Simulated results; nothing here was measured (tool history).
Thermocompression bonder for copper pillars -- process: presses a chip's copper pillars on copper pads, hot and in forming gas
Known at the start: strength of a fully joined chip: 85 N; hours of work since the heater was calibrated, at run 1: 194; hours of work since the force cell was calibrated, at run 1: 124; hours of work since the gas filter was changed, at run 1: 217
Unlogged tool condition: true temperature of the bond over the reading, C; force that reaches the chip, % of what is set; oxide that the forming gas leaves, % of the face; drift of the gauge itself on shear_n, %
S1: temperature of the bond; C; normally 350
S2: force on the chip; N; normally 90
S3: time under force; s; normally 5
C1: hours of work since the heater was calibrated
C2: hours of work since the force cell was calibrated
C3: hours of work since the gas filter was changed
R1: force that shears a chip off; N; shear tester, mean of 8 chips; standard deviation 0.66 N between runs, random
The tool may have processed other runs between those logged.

run,day,S1,S2,S3,C1,C2,C3,R1
1,0.000,350,90,5,194,124,217,58.9
2,0.796,350,90,5,201,131,225,59.6
3,1.596,350,69,5,209,139,232,53.3
4,2.017,350,69,5,213,143,236,52.4
5,2.912,350,69,5,222,152,245,51.3
6,3.579,350,69,5,228,158,252,53.1
7,4.100,350,78,5,233,163,257,54.9
8,4.775,350,90,5,240,170,263,58.7
9,5.604,350,90,5,248,178,271,58.6
# day 5.900: forming gas filter changed
10,6.208,326,90,5,254,184,3,52.3
11,7.071,350,90,5,262,192,11,62.6
12,7.967,350,90,5,271,201,20,62.2
13,8.567,350,90,5,277,207,26,61.6
14,9.117,350,90,5,282,212,31,61.2
15,9.746,340,96,9,288,218,37,67.8
16,10.275,340,96,9,293,223,43,66.9
17,10.775,338,67,4,298,228,47,45.6
18,11.408,350,103,5,304,234,53,63.5
19,11.958,359,95,6,309,240,59,68.3
20,12.462,350,55,5,314,244,64,47.8
21,13.321,350,90,14,323,253,72,73.3
22,13.696,325,113,8,326,256,76,62.1
23,14.108,325,113,8,330,260,80,62.2
24,14.958,361,113,5,339,269,88,68.4

Entry by entry between the runs, the difference in hidden state between the last listed run before and the first listed run after:
After run 9, before run 10: forming gas filter changed (day 5.900)
  true temperature of the bond over the reading, C: -0.9 -> -1; oxide that the forming gas leaves, % of the face: 5.5 -> 0.65
  measured result minus the result with no hidden state, R1: -3.7 -> -0.7 N
